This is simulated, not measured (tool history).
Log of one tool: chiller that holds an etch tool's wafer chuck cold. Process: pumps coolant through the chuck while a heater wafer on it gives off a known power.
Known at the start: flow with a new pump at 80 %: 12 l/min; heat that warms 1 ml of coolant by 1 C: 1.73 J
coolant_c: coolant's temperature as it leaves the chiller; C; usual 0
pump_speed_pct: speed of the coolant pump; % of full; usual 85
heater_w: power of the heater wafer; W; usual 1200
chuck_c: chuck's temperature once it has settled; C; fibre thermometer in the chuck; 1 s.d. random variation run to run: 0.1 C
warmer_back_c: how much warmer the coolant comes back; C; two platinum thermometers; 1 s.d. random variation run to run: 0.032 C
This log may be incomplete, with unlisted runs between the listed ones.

{"run": 1, "day": 0.0, "coolant_c": 0, "pump_speed_pct": 85, "heater_w": 1200, "chuck_c": 8.2, "warmer_back_c": 3.54}
{"run": 2, "day": 2.85, "coolant_c": 7, "pump_speed_pct": 85, "heater_w": 1200, "chuck_c": 15.7, "warmer_back_c": 3.53}
{"run": 3, "day": 5.95, "coolant_c": 7, "pump_speed_pct": 85, "heater_w": 1200, "chuck_c": 15.4, "warmer_back_c": 3.48}
{"run": 4, "day": 11.033, "coolant_c": 0, "pump_speed_pct": 85, "heater_w": 802, "chuck_c": 5.7, "warmer_back_c": 2.34}
{"run": 5, "day": 14.733, "coolant_c": -5, "pump_speed_pct": 85, "heater_w": 1200, "chuck_c": 3.6, "warmer_back_c": 3.54}
{"run": 6, "day": 19.083, "coolant_c": -5, "pump_speed_pct": 85, "heater_w": 1200, "chuck_c": 3.7, "warmer_back_c": 3.55}
{"run": 7, "day": 24.971, "coolant_c": -5, "pump_speed_pct": 97, "heater_w": 1200, "chuck_c": 2.8, "warmer_back_c": 3.05}
{"run": 8, "day": 30.45, "coolant_c": -5, "pump_speed_pct": 97, "heater_w": 1200, "chuck_c": 2.7, "warmer_back_c": 3.13}
{"run": 9, "day": 36.179, "coolant_c": -5, "pump_speed_pct": 97, "heater_w": 1200, "chuck_c": 2.6, "warmer_back_c": 3.15}
{"run": 10, "day": 39.742, "coolant_c": 0, "pump_speed_pct": 85, "heater_w": 1200, "chuck_c": 8.8, "warmer_back_c": 3.64}
{"run": 11, "day": 44.358, "coolant_c": 0, "pump_speed_pct": 85, "heater_w": 1200, "chuck_c": 9.2, "warmer_back_c": 3.66}
{"run": 12, "day": 47.629, "coolant_c": 0, "pump_speed_pct": 85, "heater_w": 1200, "chuck_c": 8.9, "warmer_back_c": 3.68}
{"run": 13, "day": 51.467, "coolant_c": 2, "pump_speed_pct": 85, "heater_w": 1200, "chuck_c": 11.1, "warmer_back_c": 3.63}
{"day": 52.067, "done": "coolant pump overhauled"}
{"run": 14, "day": 57.221, "coolant_c": 2, "pump_speed_pct": 85, "heater_w": 1200, "chuck_c": 11.5, "warmer_back_c": 3.96}
{"run": 15, "day": 62.071, "coolant_c": 2, "pump_speed_pct": 85, "heater_w": 1200, "chuck_c": 12.0, "warmer_back_c": 3.93}
{"run": 16, "day": 66.2, "coolant_c": 0, "pump_speed_pct": 88, "heater_w": 1200, "chuck_c": 9.5, "warmer_back_c": 3.83}

Run 17 is up next; what results do you expect?
{"day": 67.933, "done": "coolant pump overhauled, once more"}
{"run": 17, "day": 70.217, "coolant_c": 2, "pump_speed_pct": 72, "heater_w": 1200, "chuck_c": "?", "warmer_back_c": "?"}

{"run 17": {"chuck_c": 11.9, "warmer_back_c": 3.9}}
If the tool had no hidden condition, the same run with the same run-to-run variation would have returned chuck_c 11.0 C, warmer_back_c 3.87 C.
